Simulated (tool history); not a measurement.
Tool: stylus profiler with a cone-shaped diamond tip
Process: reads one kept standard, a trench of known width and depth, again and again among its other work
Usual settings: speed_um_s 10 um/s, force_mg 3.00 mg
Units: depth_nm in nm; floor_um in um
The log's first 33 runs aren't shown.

run	hour	speed_um_s	force_mg	depth_nm	floor_um
34	1191.9	23	1.36	503.47	95.47
35	1214.7	23	1.36	503.41	95.47
36	1263.9	35	1.36	503.55	95.43
37	1290.4	10	6.09	509.18	95.63
38	1331.3	2	4.93	508.09	95.67
39	1359.7	9	3.97	506.98	95.55
40	1383.1	3	7.50	510.64	95.62
41	1430.1	3	1.89	504.34	95.65
42	1472.4	10	1.64	503.86	95.56
43	1510.8	10	1.64	503.80	95.53
44	1558.7	37	7.77	510.87	95.54
45	1608.3	27	4.49	507.69	95.55
46	1645.9	8	3.00	505.69	95.60

4 ways to go on from here, each from the tool as it stands after run 46. What would each give?
A	1675.7	29	8.41	?	?
B	1675.7	7	3.96	?	?
C	1675.7	15	5.52	?	?
D	1675.7	34	1.25	?	?

run	depth_nm	floor_um
A	511.54	95.55
B	507.12	95.58
C	509.01	95.57
D	503.31	95.35
Without the tool's hidden state the same runs would have given:
run	depth_nm	floor_um
A	511.55	95.55
B	507.13	95.59
C	509.02	95.58
D	503.32	95.35
